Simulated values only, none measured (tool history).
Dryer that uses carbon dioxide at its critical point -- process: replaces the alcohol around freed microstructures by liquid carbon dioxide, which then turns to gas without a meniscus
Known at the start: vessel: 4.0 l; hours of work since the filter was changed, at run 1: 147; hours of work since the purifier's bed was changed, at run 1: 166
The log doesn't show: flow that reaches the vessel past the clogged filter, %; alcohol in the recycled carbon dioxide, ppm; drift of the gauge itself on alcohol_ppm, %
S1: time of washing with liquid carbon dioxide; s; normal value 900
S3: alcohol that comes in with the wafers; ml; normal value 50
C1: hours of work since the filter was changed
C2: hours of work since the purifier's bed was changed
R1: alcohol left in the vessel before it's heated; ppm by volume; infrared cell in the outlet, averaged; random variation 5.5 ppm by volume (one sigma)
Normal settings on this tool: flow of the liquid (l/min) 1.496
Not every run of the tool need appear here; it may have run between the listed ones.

{"run": 1, "day": 0.0, "S1": 900, "flow of the liquid (l/min)": 1.496, "S3": 50, "C1": 147, "C2": 166, "R1": 258}
{"run": 2, "day": 0.808, "S1": 900, "flow of the liquid (l/min)": 1.496, "S3": 50, "C1": 160, "C2": 178, "R1": 265}
{"run": 3, "day": 1.412, "S1": 900, "flow of the liquid (l/min)": 1.496, "S3": 50, "C1": 169, "C2": 187, "R1": 265}
{"run": 4, "day": 2.304, "S1": 900, "flow of the liquid (l/min)": 1.496, "S3": 50, "C1": 182, "C2": 200, "R1": 276}
{"run": 5, "day": 2.862, "S1": 900, "flow of the liquid (l/min)": 1.496, "S3": 50, "C1": 191, "C2": 209, "R1": 290}
{"day": 3.5, "done": "inlet filter changed"}
{"run": 6, "day": 3.9, "S1": 900, "flow of the liquid (l/min)": 1.496, "S3": 50, "C1": 6, "C2": 224, "R1": 182}
{"run": 7, "day": 4.621, "S1": 900, "flow of the liquid (l/min)": 1.496, "S3": 50, "C1": 17, "C2": 235, "R1": 185}
{"run": 8, "day": 5.308, "S1": 900, "flow of the liquid (l/min)": 1.496, "S3": 50, "C1": 27, "C2": 245, "R1": 188}
{"run": 9, "day": 5.992, "S1": 900, "flow of the liquid (l/min)": 1.91, "S3": 50, "C1": 38, "C2": 255, "R1": 75}
{"run": 10, "day": 6.908, "S1": 900, "flow of the liquid (l/min)": 1.91, "S3": 50, "C1": 51, "C2": 269, "R1": 89}
{"run": 11, "day": 7.462, "S1": 900, "flow of the liquid (l/min)": 1.91, "S3": 50, "C1": 60, "C2": 278, "R1": 89}
{"run": 12, "day": 8.371, "S1": 900, "flow of the liquid (l/min)": 1.91, "S3": 23, "C1": 73, "C2": 291, "R1": 57}
{"run": 13, "day": 8.833, "S1": 900, "flow of the liquid (l/min)": 1.91, "S3": 23, "C1": 80, "C2": 298, "R1": 63}
{"run": 14, "day": 9.504, "S1": 840, "flow of the liquid (l/min)": 1.91, "S3": 23, "C1": 91, "C2": 308, "R1": 66}
{"run": 15, "day": 10.567, "S1": 840, "flow of the liquid (l/min)": 1.91, "S3": 23, "C1": 107, "C2": 325, "R1": 71}
{"run": 16, "day": 11.454, "S1": 840, "flow of the liquid (l/min)": 1.91, "S3": 23, "C1": 120, "C2": 338, "R1": 80}
{"run": 17, "day": 12.25, "S1": 840, "flow of the liquid (l/min)": 1.91, "S3": 23, "C1": 132, "C2": 350, "R1": 78}
{"run": 18, "day": 12.804, "S1": 840, "flow of the liquid (l/min)": 1.91, "S3": 23, "C1": 140, "C2": 358, "R1": 96}
{"run": 19, "day": 13.8, "S1": 840, "flow of the liquid (l/min)": 1.91, "S3": 23, "C1": 155, "C2": 373, "R1": 85}
{"run": 20, "day": 14.488, "S1": 900, "flow of the liquid (l/min)": 1.496, "S3": 50, "C1": 166, "C2": 384, "R1": 296}
{"run": 21, "day": 15.425, "S1": 900, "flow of the liquid (l/min)": 1.496, "S3": 23, "C1": 180, "C2": 398, "R1": 155}
{"run": 22, "day": 16.483, "S1": 900, "flow of the liquid (l/min)": 1.496, "S3": 50, "C1": 196, "C2": 414, "R1": 315}
{"day": 16.725, "done": "inlet filter changed"}
{"run": 23, "day": 17.246, "S1": 900, "flow of the liquid (l/min)": 1.496, "S3": 50, "C1": 8, "C2": 425, "R1": 193}
{"run": 24, "day": 18.283, "S1": 900, "flow of the liquid (l/min)": 1.496, "S3": 50, "C1": 23, "C2": 440, "R1": 195}
{"run": 25, "day": 18.767, "S1": 900, "flow of the liquid (l/min)": 1.496, "S3": 50, "C1": 31, "C2": 448, "R1": 207}
{"run": 26, "day": 19.546, "S1": 900, "flow of the liquid (l/min)": 1.496, "S3": 50, "C1": 43, "C2": 459, "R1": 214}
{"run": 27, "day": 20.217, "S1": 900, "flow of the liquid (l/min)": 1.36, "S3": 89, "C1": 53, "C2": 469, "R1": 508}
{"run": 28, "day": 21.275, "S1": 840, "flow of the liquid (l/min)": 1.72, "S3": 45, "C1": 69, "C2": 485, "R1": 164}
{"run": 29, "day": 21.854, "S1": 660, "flow of the liquid (l/min)": 1.04, "S3": 102, "C1": 77, "C2": 494, "R1": 3005}
{"run": 30, "day": 22.642, "S1": 660, "flow of the liquid (l/min)": 1.04, "S3": 102, "C1": 89, "C2": 506, "R1": 2945}
{"run": 31, "day": 23.254, "S1": 900, "flow of the liquid (l/min)": 1.64, "S3": 50, "C1": 98, "C2": 515, "R1": 189}
{"run": 32, "day": 24.288, "S1": 1140, "flow of the liquid (l/min)": 2.12, "S3": 23, "C1": 114, "C2": 531, "R1": 39}
{"run": 33, "day": 25.321, "S1": 1140, "flow of the liquid (l/min)": 2.12, "S3": 23, "C1": 130, "C2": 546, "R1": 51}
{"run": 34, "day": 26.4, "S1": 1140, "flow of the liquid (l/min)": 2.3, "S3": 50, "C1": 146, "C2": 563, "R1": 53}
{"run": 35, "day": 26.958, "S1": 1140, "flow of the liquid (l/min)": 2.3, "S3": 50, "C1": 154, "C2": 571, "R1": 45}
{"run": 36, "day": 27.8, "S1": 1020, "flow of the liquid (l/min)": 1.86, "S3": 50, "C1": 167, "C2": 584, "R1": 95}
{"run": 37, "day": 28.854, "S1": 780, "flow of the liquid (l/min)": 2.21, "S3": 27, "C1": 183, "C2": 600, "R1": 108}
{"run": 38, "day": 29.558, "S1": 900, "flow of the liquid (l/min)": 1.496, "S3": 89, "C1": 194, "C2": 610, "R1": 548}
{"day": 29.954, "done": "inlet filter changed"}
{"run": 39, "day": 30.375, "S1": 900, "flow of the liquid (l/min)": 1.496, "S3": 89, "C1": 6, "C2": 622, "R1": 324}
{"run": 40, "day": 31.133, "S1": 720, "flow of the liquid (l/min)": 1.12, "S3": 50, "C1": 18, "C2": 634, "R1": 932}
{"run": 41, "day": 31.721, "S1": 600, "flow of the liquid (l/min)": 2.1, "S3": 21, "C1": 27, "C2": 642, "R1": 148}
{"run": 42, "day": 32.758, "S1": 600, "flow of the liquid (l/min)": 2.1, "S3": 21, "C1": 42, "C2": 658, "R1": 149}
{"run": 43, "day": 33.404, "S1": 600, "flow of the liquid (l/min)": 2.1, "S3": 21, "C1": 52, "C2": 668, "R1": 163}

Measured minus without-hidden-state, run by run (identical run-to-run variation in each term; gauge scatter may differ):
run=1 R1=+96
run=2 R1=+105
run=3 R1=+112
run=4 R1=+123
run=5 R1=+131
run=6 R1=+21
run=7 R1=+26
run=8 R1=+33
run=9 R1=+26
run=10 R1=+30
run=11 R1=+33
run=12 R1=+28
run=13 R1=+28
run=14 R1=+34
run=15 R1=+37
run=16 R1=+42
run=17 R1=+43
run=18 R1=+48
run=19 R1=+52
run=20 R1=+132
run=21 R1=+81
run=22 R1=+157
run=23 R1=+36
run=24 R1=+43
run=25 R1=+49
run=26 R1=+57
run=27 R1=+106
run=28 R1=+60
run=29 R1=+411
run=30 R1=+453
run=31 R1=+78
run=32 R1=+38
run=33 R1=+40
run=34 R1=+42
run=35 R1=+42
run=36 R1=+68
run=37 R1=+69
run=38 R1=+269
run=39 R1=+53
run=40 R1=+81
run=41 R1=+51
run=42 R1=+57
run=43 R1=+62

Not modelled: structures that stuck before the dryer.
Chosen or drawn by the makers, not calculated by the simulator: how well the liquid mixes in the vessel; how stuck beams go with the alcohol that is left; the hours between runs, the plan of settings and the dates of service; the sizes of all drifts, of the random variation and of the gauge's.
